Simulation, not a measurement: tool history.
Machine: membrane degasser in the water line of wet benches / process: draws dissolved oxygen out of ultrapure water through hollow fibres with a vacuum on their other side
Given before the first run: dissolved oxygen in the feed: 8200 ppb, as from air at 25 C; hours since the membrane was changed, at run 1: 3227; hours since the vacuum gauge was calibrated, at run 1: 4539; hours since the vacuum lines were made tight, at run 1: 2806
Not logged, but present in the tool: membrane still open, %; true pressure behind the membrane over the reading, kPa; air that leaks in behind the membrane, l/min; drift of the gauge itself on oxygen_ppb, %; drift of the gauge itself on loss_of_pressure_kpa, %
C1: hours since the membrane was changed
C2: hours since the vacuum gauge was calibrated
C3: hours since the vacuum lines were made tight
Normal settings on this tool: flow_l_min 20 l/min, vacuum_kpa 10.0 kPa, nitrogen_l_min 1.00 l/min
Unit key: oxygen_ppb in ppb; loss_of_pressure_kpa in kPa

{"run": 1, "day": 0.0, "flow_l_min": 20, "vacuum_kpa": 10.0, "nitrogen_l_min": 1.0, "C1": 3227, "C2": 4539, "C3": 2806, "oxygen_ppb": 297.6, "loss_of_pressure_kpa": 69.2}
{"day": 1.758, "done": "vacuum gauge calibrated"}
{"run": 2, "day": 4.696, "flow_l_min": 20, "vacuum_kpa": 10.0, "nitrogen_l_min": 1.0, "C1": 3340, "C2": 71, "C3": 2918, "oxygen_ppb": 298.0, "loss_of_pressure_kpa": 69.66}
{"run": 3, "day": 8.7, "flow_l_min": 20, "vacuum_kpa": 10.0, "nitrogen_l_min": 1.0, "C1": 3436, "C2": 167, "C3": 3014, "oxygen_ppb": 298.7, "loss_of_pressure_kpa": 69.27}
{"run": 4, "day": 14.062, "flow_l_min": 20, "vacuum_kpa": 10.0, "nitrogen_l_min": 1.0, "C1": 3564, "C2": 295, "C3": 3143, "oxygen_ppb": 299.7, "loss_of_pressure_kpa": 69.36}
{"run": 5, "day": 18.179, "flow_l_min": 20, "vacuum_kpa": 10.0, "nitrogen_l_min": 1.0, "C1": 3663, "C2": 394, "C3": 3242, "oxygen_ppb": 298.1, "loss_of_pressure_kpa": 69.75}
{"run": 6, "day": 22.321, "flow_l_min": 20, "vacuum_kpa": 14.9, "nitrogen_l_min": 1.0, "C1": 3763, "C2": 493, "C3": 3341, "oxygen_ppb": 501.6, "loss_of_pressure_kpa": 69.81}
{"run": 7, "day": 26.929, "flow_l_min": 20, "vacuum_kpa": 10.0, "nitrogen_l_min": 1.0, "C1": 3873, "C2": 604, "C3": 3452, "oxygen_ppb": 300.6, "loss_of_pressure_kpa": 69.41}
{"run": 8, "day": 30.029, "flow_l_min": 20, "vacuum_kpa": 14.2, "nitrogen_l_min": 1.0, "C1": 3947, "C2": 678, "C3": 3526, "oxygen_ppb": 472.4, "loss_of_pressure_kpa": 69.65}
{"day": 32.958, "done": "seals of the vacuum lines changed"}
{"run": 9, "day": 35.879, "flow_l_min": 20, "vacuum_kpa": 23.5, "nitrogen_l_min": 1.0, "C1": 4086, "C2": 817, "C3": 70, "oxygen_ppb": 842.8, "loss_of_pressure_kpa": 69.11}
{"run": 10, "day": 39.992, "flow_l_min": 20, "vacuum_kpa": 10.0, "nitrogen_l_min": 1.0, "C1": 4185, "C2": 916, "C3": 169, "oxygen_ppb": 305.7, "loss_of_pressure_kpa": 69.48}
{"run": 11, "day": 45.821, "flow_l_min": 20, "vacuum_kpa": 10.0, "nitrogen_l_min": 1.0, "C1": 4324, "C2": 1055, "C3": 309, "oxygen_ppb": 302.5, "loss_of_pressure_kpa": 69.59}
{"run": 12, "day": 51.312, "flow_l_min": 20, "vacuum_kpa": 10.0, "nitrogen_l_min": 1.0, "C1": 4456, "C2": 1187, "C3": 441, "oxygen_ppb": 302.9, "loss_of_pressure_kpa": 69.48}
{"run": 13, "day": 54.854, "flow_l_min": 20, "vacuum_kpa": 10.0, "nitrogen_l_min": 1.0, "C1": 4541, "C2": 1272, "C3": 526, "oxygen_ppb": 302.2, "loss_of_pressure_kpa": 69.87}
{"run": 14, "day": 57.4, "flow_l_min": 20, "vacuum_kpa": 10.0, "nitrogen_l_min": 1.0, "C1": 4602, "C2": 1333, "C3": 587, "oxygen_ppb": 306.4, "loss_of_pressure_kpa": 69.59}
{"run": 15, "day": 60.404, "flow_l_min": 20, "vacuum_kpa": 10.0, "nitrogen_l_min": 1.0, "C1": 4675, "C2": 1405, "C3": 659, "oxygen_ppb": 306.3, "loss_of_pressure_kpa": 69.19}
{"run": 16, "day": 62.842, "flow_l_min": 20, "vacuum_kpa": 10.0, "nitrogen_l_min": 1.0, "C1": 4733, "C2": 1464, "C3": 717, "oxygen_ppb": 304.2, "loss_of_pressure_kpa": 69.54}
{"run": 17, "day": 67.879, "flow_l_min": 22, "vacuum_kpa": 9.4, "nitrogen_l_min": 1.0, "C1": 4854, "C2": 1585, "C3": 838, "oxygen_ppb": 307.2, "loss_of_pressure_kpa": 76.31}
{"run": 18, "day": 71.633, "flow_l_min": 20, "vacuum_kpa": 10.0, "nitrogen_l_min": 1.71, "C1": 4944, "C2": 1675, "C3": 928, "oxygen_ppb": 193.1, "loss_of_pressure_kpa": 69.15}
{"day": 72.433, "done": "gauge calibrated"}
{"run": 19, "day": 74.892, "flow_l_min": 20, "vacuum_kpa": 10.0, "nitrogen_l_min": 1.71, "C1": 5022, "C2": 1753, "C3": 1006, "oxygen_ppb": 187.0, "loss_of_pressure_kpa": 69.49}
{"run": 20, "day": 80.729, "flow_l_min": 20, "vacuum_kpa": 10.0, "nitrogen_l_min": 1.01, "C1": 5162, "C2": 1893, "C3": 1147, "oxygen_ppb": 297.4, "loss_of_pressure_kpa": 69.41}
{"run": 21, "day": 85.65, "flow_l_min": 25, "vacuum_kpa": 10.0, "nitrogen_l_min": 1.0, "C1": 5280, "C2": 2011, "C3": 1265, "oxygen_ppb": 362.2, "loss_of_pressure_kpa": 87.05}
{"run": 22, "day": 90.083, "flow_l_min": 19, "vacuum_kpa": 10.0, "nitrogen_l_min": 2.6, "C1": 5387, "C2": 2118, "C3": 1371, "oxygen_ppb": 123.0, "loss_of_pressure_kpa": 66.02}
{"run": 23, "day": 93.758, "flow_l_min": 19, "vacuum_kpa": 10.0, "nitrogen_l_min": 2.6, "C1": 5475, "C2": 2206, "C3": 1459, "oxygen_ppb": 122.8, "loss_of_pressure_kpa": 66.21}
{"run": 24, "day": 96.45, "flow_l_min": 12, "vacuum_kpa": 10.0, "nitrogen_l_min": 1.0, "C1": 5540, "C2": 2271, "C3": 1524, "oxygen_ppb": 188.5, "loss_of_pressure_kpa": 41.8}
{"run": 25, "day": 101.383, "flow_l_min": 12, "vacuum_kpa": 10.0, "nitrogen_l_min": 1.0, "C1": 5658, "C2": 2389, "C3": 1642, "oxygen_ppb": 190.2, "loss_of_pressure_kpa": 41.55}

Run 26 has not been measured yet. What should we expect?
{"run": 26, "day": 106.004, "flow_l_min": 12, "vacuum_kpa": 10.0, "nitrogen_l_min": 1.0, "C1": 5769, "C2": 2500, "C3": 1753, "oxygen_ppb": "?", "loss_of_pressure_kpa": "?"}

oxygen_ppb: 190.8 ppb
loss_of_pressure_kpa: 41.54 kPa
Minus the tool's unlogged condition, the same run would have read oxygen_ppb 188.0 ppb, loss_of_pressure_kpa 41.48 kPa.

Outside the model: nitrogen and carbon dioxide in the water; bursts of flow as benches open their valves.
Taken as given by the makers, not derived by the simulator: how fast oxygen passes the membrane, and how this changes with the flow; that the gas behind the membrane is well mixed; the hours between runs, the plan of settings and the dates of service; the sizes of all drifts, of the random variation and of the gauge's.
